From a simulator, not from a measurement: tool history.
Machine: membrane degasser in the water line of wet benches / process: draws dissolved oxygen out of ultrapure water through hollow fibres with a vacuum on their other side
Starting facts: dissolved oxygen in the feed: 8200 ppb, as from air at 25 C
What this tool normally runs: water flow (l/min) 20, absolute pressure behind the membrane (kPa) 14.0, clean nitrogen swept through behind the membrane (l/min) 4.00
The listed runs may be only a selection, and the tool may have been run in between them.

run    hour  water flow (l/min)  absolute pressure behind the membrane (kPa)  clean nitrogen swept through behind the membrane (l/min)  dissolved oxygen in the water behind the degasser (ppb)  pressure that the water loses in the fibres (kPa)
  1     0.0                  20                                         14.0                                                      4.00                                                    192.5                                              63.54
  2    49.2                  20                                         14.0                                                      4.00                                                    196.0                                              63.73
  3    75.9                  20                                         14.0                                                      4.00                                                    194.0                                              63.91
  4   123.3                  20                                         14.0                                                      4.00                                                    195.7                                              63.60
  5   176.4                  20                                         14.0                                                      4.00                                                    193.6                                              64.02
  6   223.5                  20                                         14.0                                                      4.00                                                    195.3                                              63.48
  7   275.4                  18                                         14.0                                                      4.00                                                    168.0                                              57.30
  8   324.5                  18                                         14.0                                                      4.00                                                    168.6                                              57.56
  9   376.3                  18                                         14.0                                                      4.00                                                    169.0                                              57.21
 10   409.1                  18                                         14.0                                                      4.00                                                    169.2                                              57.19
 11   462.3                  18                                         11.7                                                      4.00                                                    144.6                                              57.18
 12   498.7                  24                                         14.0                                                      4.00                                                    250.3                                              75.65
 13   530.9                  24                                         14.0                                                      4.00                                                    251.6                                              76.59
 14   556.7                  20                                         14.0                                                      4.00                                                    198.1                                              63.77
 15   598.3                  20                                         14.0                                                      4.00                                                    197.3                                              63.58
 16   647.4                  20                                         14.0                                                      4.29                                                    186.6                                              63.31
 17   698.2                  20                                         20.7                                                      2.90                                                    343.5                                              63.75
 18   724.0                  13                                         11.5                                                      4.84                                                     80.2                                              41.47
 19   768.4                  16                                         16.6                                                      2.24                                                    267.1                                              51.33
 20   801.8                  15                                         26.6                                                      4.00                                                    245.1                                              48.21
 21   828.3                  20                                         17.6                                                      2.76                                                    303.0                                              63.53
 22   863.6                  20                                         17.6                                                      2.76                                                    308.3                                              63.76
 23   895.9                  20                                         17.6                                                      1.71                                                    443.8                                              63.68
 24   939.6                  27                                         24.6                                                      2.50                                                    619.6                                              86.28
 25   967.8                  17                                         13.9                                                      7.54                                                    106.6                                              54.05
 26   995.8                  20                                         30.3                                                      4.00                                                    379.4                                              63.90
 27  1044.4                  18                                         21.7                                                     10.74                                                    130.5                                              57.51
 28  1074.2                  20                                         21.6                                                      2.59                                                    392.3                                              63.92
 29  1106.8                  30                                         14.0                                                      4.00                                                    329.0                                              96.04
 30  1151.1                  30                                         14.0                                                      4.00                                                    332.1                                              95.81
 31  1207.6                  30                                         14.0                                                      4.00                                                    330.3                                              96.13
 32  1255.7                  30                                         14.0                                                      4.00                                                    334.2                                              95.82

For some of the steps in dissolved oxygen in the water behind the degasser (ppb) from one run to the next: how much would appear even if the tool had no hidden state, given the settings, what came in and random variation, and how much remains for the hidden state plus any gauge scatter that the measured result and the result without hidden state don't share?
The tool's hidden condition here consists of: membrane still open, %; true pressure behind the membrane over the reading, kPa; air that leaks in behind the membrane, l/min; drift of the gauge itself on oxygen_ppb, %; drift of the gauge itself on loss_of_pressure_kpa, %.
Run 17 -> 18: water flow (l/min) 20 -> 13, absolute pressure behind the membrane (kPa) 20.7 -> 11.5, clean nitrogen swept through behind the membrane (l/min) 2.90 -> 4.84. dissolved oxygen in the water behind the degasser (ppb) -263.3: hidden state -2.5, all else -260.8.
Run 24 -> 25: water flow (l/min) 27 -> 17, absolute pressure behind the membrane (kPa) 24.6 -> 13.9, clean nitrogen swept through behind the membrane (l/min) 2.50 -> 7.54. dissolved oxygen in the water behind the degasser (ppb) -513.0: hidden state -3.8, all else -509.2.
Run 25 -> 26: water flow (l/min) 17 -> 20, absolute pressure behind the membrane (kPa) 13.9 -> 30.3, clean nitrogen swept through behind the membrane (l/min) 7.54 -> 4.00. dissolved oxygen in the water behind the degasser (ppb) +272.8: hidden state +1.7, all else +271.1.
Run 28 -> 29: water flow (l/min) 20 -> 30, absolute pressure behind the membrane (kPa) 21.6 -> 14.0, clean nitrogen swept through behind the membrane (l/min) 2.59 -> 4.00. dissolved oxygen in the water behind the degasser (ppb) -63.3: hidden state +3.2, all else -66.5.
